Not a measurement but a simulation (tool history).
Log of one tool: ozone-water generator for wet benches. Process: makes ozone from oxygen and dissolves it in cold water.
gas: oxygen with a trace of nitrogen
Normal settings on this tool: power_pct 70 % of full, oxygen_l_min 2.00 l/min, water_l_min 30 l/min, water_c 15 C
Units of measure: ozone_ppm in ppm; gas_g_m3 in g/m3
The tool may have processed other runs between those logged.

{"run": 1, "day": 0.0, "power_pct": 70, "oxygen_l_min": 2.0, "water_l_min": 30, "water_c": 15, "ozone_ppm": 8.8, "gas_g_m3": 195.5}
{"run": 2, "day": 0.992, "power_pct": 70, "oxygen_l_min": 2.0, "water_l_min": 30, "water_c": 9, "ozone_ppm": 8.9, "gas_g_m3": 194.4}
{"run": 3, "day": 2.096, "power_pct": 70, "oxygen_l_min": 2.0, "water_l_min": 30, "water_c": 9, "ozone_ppm": 8.6, "gas_g_m3": 192.8}
{"run": 4, "day": 3.375, "power_pct": 70, "oxygen_l_min": 2.0, "water_l_min": 30, "water_c": 9, "ozone_ppm": 8.8, "gas_g_m3": 193.4}
{"run": 5, "day": 5.0, "power_pct": 70, "oxygen_l_min": 2.0, "water_l_min": 30, "water_c": 19, "ozone_ppm": 8.4, "gas_g_m3": 195.1}
{"run": 6, "day": 6.121, "power_pct": 70, "oxygen_l_min": 2.0, "water_l_min": 30, "water_c": 11, "ozone_ppm": 9.0, "gas_g_m3": 191.0}
{"run": 7, "day": 7.779, "power_pct": 70, "oxygen_l_min": 2.0, "water_l_min": 30, "water_c": 16, "ozone_ppm": 8.7, "gas_g_m3": 191.7}
{"run": 8, "day": 8.708, "power_pct": 70, "oxygen_l_min": 1.89, "water_l_min": 24, "water_c": 15, "ozone_ppm": 11.0, "gas_g_m3": 198.9}
{"run": 9, "day": 9.975, "power_pct": 70, "oxygen_l_min": 1.22, "water_l_min": 44, "water_c": 7, "ozone_ppm": 4.5, "gas_g_m3": 255.4}
{"run": 10, "day": 10.817, "power_pct": 70, "oxygen_l_min": 1.22, "water_l_min": 44, "water_c": 7, "ozone_ppm": 4.6, "gas_g_m3": 255.2}
{"run": 11, "day": 11.85, "power_pct": 74, "oxygen_l_min": 2.96, "water_l_min": 34, "water_c": 20, "ozone_ppm": 8.5, "gas_g_m3": 163.6}
{"run": 12, "day": 13.296, "power_pct": 70, "oxygen_l_min": 2.0, "water_l_min": 18, "water_c": 15, "ozone_ppm": 14.6, "gas_g_m3": 193.2}
{"run": 13, "day": 14.15, "power_pct": 70, "oxygen_l_min": 2.0, "water_l_min": 18, "water_c": 15, "ozone_ppm": 14.8, "gas_g_m3": 190.6}
{"run": 14, "day": 15.85, "power_pct": 89, "oxygen_l_min": 3.59, "water_l_min": 30, "water_c": 15, "ozone_ppm": 11.9, "gas_g_m3": 171.2}

5 options for the next run, each taken on its own from the tool as it stands now. Forecast them:
{"run": "A", "day": 17.042, "power_pct": 78, "oxygen_l_min": 3.43, "water_l_min": 30, "water_c": 10, "ozone_ppm": "?", "gas_g_m3": "?"}
{"run": "B", "day": 17.042, "power_pct": 70, "oxygen_l_min": 1.46, "water_l_min": 38, "water_c": 15, "ozone_ppm": "?", "gas_g_m3": "?"}
{"run": "C", "day": 17.042, "power_pct": 89, "oxygen_l_min": 2.76, "water_l_min": 26, "water_c": 7, "ozone_ppm": "?", "gas_g_m3": "?"}
{"run": "D", "day": 17.042, "power_pct": 89, "oxygen_l_min": 2.68, "water_l_min": 21, "water_c": 15, "ozone_ppm": "?", "gas_g_m3": "?"}
{"run": "E", "day": 17.042, "power_pct": 48, "oxygen_l_min": 3.59, "water_l_min": 30, "water_c": 15, "ozone_ppm": "?", "gas_g_m3": "?"}

run=A ozone_ppm=11.0 gas_g_m3=158.0
run=B ozone_ppm=5.8 gas_g_m3=227.0
run=C ozone_ppm=14.1 gas_g_m3=196.9
run=D ozone_ppm=16.3 gas_g_m3=200.1
run=E ozone_ppm=7.1 gas_g_m3=100.9
The same runs, with their run-to-run variation unchanged, on a tool lacking any hidden condition would have given:
run=A ozone_ppm=11.9 gas_g_m3=166.2
run=B ozone_ppm=6.2 gas_g_m3=237.7
run=C ozone_ppm=15.2 gas_g_m3=208.2
run=D ozone_ppm=17.6 gas_g_m3=211.7
run=E ozone_ppm=7.6 gas_g_m3=104.1
